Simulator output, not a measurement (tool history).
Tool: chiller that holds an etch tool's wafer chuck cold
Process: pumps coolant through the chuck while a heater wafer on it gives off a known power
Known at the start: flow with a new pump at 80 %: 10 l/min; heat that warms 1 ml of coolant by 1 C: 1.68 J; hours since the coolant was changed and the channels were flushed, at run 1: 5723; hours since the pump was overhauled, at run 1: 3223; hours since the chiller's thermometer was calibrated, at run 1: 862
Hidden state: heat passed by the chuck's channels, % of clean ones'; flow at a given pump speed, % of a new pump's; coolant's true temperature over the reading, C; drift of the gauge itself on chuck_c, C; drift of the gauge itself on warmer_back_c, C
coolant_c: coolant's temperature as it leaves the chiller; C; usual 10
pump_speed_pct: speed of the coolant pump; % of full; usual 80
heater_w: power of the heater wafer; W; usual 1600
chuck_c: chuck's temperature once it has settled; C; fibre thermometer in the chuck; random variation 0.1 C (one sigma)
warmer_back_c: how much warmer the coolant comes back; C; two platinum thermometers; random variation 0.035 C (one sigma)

run     day  coolant_c  pump_speed_pct  heater_w  hours since the coolant was changed and the channels were flushed  hours since the pump was overhauled  hours since the chiller's thermometer was calibrated  chuck_c  warmer_back_c
  1       0         10              80      1600                                                               5723                                 3223                                                   862     24.3           5.75
  2    3.55         10              63      1600                                                               5808                                 3308                                                   948     26.7           7.55
  3   5.625         10              63      1600                                                               5858                                 3358                                                   997     26.7           7.53
  4   8.838         10              80      1798                                                               5935                                 3435                                                  1074       26           6.39
  5  12.992         10              80      1798                                                               6035                                 3535                                                  1174     26.2           6.51
  6  15.042         10              80      1798                                                               6084                                 3584                                                  1223     26.1           6.51
  7    17.8         10              80      1600                                                               6150                                 3650                                                  1290     24.2           5.83
  8  19.862         10              80      1600                                                               6200                                 3700                                                  1339     24.1           5.79
  9   24.15         10              80      1600                                                               6303                                 3803                                                  1442     24.3           5.84
 10  26.558         10              92      1600                                                               6361                                 3861                                                  1500       23           4.95
 11   28.85         10              80      1600                                                               6416                                 3915                                                  1555     24.2           5.82
 12  32.554         10              80      1600                                                               6505                                 4004                                                  1644     24.3           5.94
 13  36.783         10              69      1600                                                               6606                                 4106                                                  1745     25.7           6.86
 14  41.096          1              80      1600                                                               6710                                 4209                                                  1849     15.4           5.88
 15  43.238         10              80      1600                                                               6761                                 4261                                                  1900     24.1           5.83
 16  47.304         10              80      1600                                                               6859                                 4358                                                  1998     24.5           5.96
 17  50.533          7              94      2014                                                               6936                                 4436                                                  2075     23.3           6.24
 18  52.412          8              94      2014                                                               6981                                 4481                                                  2120     24.3           6.25
 19  56.675          8              94      2014                                                               7083                                 4583                                                  2223     24.3           6.22
 20  59.579         18              84       916                                                               7153                                 4653                                                  2292     25.9           3.36
 21  61.638         10              84      1600                                                               7203                                 4702                                                  2342     23.9           5.57
 22    65.2         10              84      1600                                                               7288                                 4788                                                  2427       24           5.59
 23  68.092         17              95      1600                                                               7357                                 4857                                                  2497     29.5           4.91
 24  71.012         17              95      1600                                                               7428                                 4927                                                  2567       30           4.94
 25  73.854          2              83      1432                                                               7496                                 4996                                                  2635     14.5           5.15
 26      77          9              80      1600                                                               7571                                 5071                                                  2710     23.3           5.98
 27      80          3              88      1096                                                               7643                                 5143                                                  2782     12.2           3.85
 28  83.383          3              88      1096                                                               7725                                 5224                                                  2864     12.2           3.83
 29  86.892         15              88      1096                                                               7809                                 5308                                                  2948     24.1           3.83

The next listed run, before its measurement:
 30  90.688         18              89      1356                                                               7900                                 5400                                                  3039        ?              ?

Run 30 gave chuck_c 29.5 C, warmer_back_c 4.59 C.
Without the tool's hidden state the same run would have given chuck_c 29.4 C, warmer_back_c 4.26 C.
